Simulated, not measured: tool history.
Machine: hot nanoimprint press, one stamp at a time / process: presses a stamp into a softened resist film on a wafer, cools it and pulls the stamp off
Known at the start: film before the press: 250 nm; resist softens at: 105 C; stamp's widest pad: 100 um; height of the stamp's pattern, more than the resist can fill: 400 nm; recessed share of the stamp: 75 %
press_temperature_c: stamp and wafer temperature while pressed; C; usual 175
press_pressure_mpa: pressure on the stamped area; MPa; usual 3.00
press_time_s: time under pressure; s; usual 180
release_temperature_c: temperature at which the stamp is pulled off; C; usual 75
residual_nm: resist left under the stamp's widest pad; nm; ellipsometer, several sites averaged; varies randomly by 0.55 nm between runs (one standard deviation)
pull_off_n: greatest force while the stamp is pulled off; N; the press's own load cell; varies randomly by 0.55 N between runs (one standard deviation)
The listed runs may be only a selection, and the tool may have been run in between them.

run   hour  press_temperature_c  press_pressure_mpa  press_time_s  release_temperature_c  residual_nm  pull_off_n
  1    0.0                  175                3.00           180                     75         99.9        98.1
      26.6  -- stamp cleaned and given a new release coat
  2   38.7                  175                3.00           180                     82         99.4        84.4
      61.7  -- press's hydraulic seals changed and the load cell set to zero
  3   68.7                  175                3.00           180                     82         97.6        85.3
  4   97.5                  175                3.00           180                     70         98.6        98.1
  5  114.7                  175                2.13           180                     70        117.2        99.0
  6  138.2                  175                2.13           180                     70        117.0        99.5
  7  158.9                  175                3.00           180                     75         98.9        95.4
  8  177.2                  175                3.00           180                     75         99.3        95.9
     182.9  -- plate thermocouple calibrated
  9  212.3                  175                3.00           180                     75        100.8        97.6
 10  231.2                  175                2.93           180                     75        102.5        99.0
 11  260.8                  178                2.93           180                     75         90.8        99.0
     278.9  -- plate thermocouple calibrated, once more
     299.5  -- stamp cleaned and given a new release coat
 12  302.4                  178                2.93           180                     75         83.8        90.8
 13  325.3                  175                3.00           180                     75         95.2        91.8
 14  339.4                  175                3.00           180                     75         95.0        91.3
 15  361.9                  175                2.49           180                     75        104.4        93.5
 16  382.1                  175                2.49           180                     75        105.2        92.6
 17  414.2                  175                2.49           180                     75        106.3        93.1
 18  443.7                  175                2.49           180                     75        106.0        95.4
 19  476.6                  175                2.49           180                     75        106.5        96.8

Forecast run 20:
 20  495.1                  175                2.34           255                     75            ?           ?

Run 20 yielded residual_nm 97.8 nm, pull_off_n 96.8 N.
Without the tool's hidden state the same run would have given residual_nm 95.3 nm, pull_off_n 90.5 N.
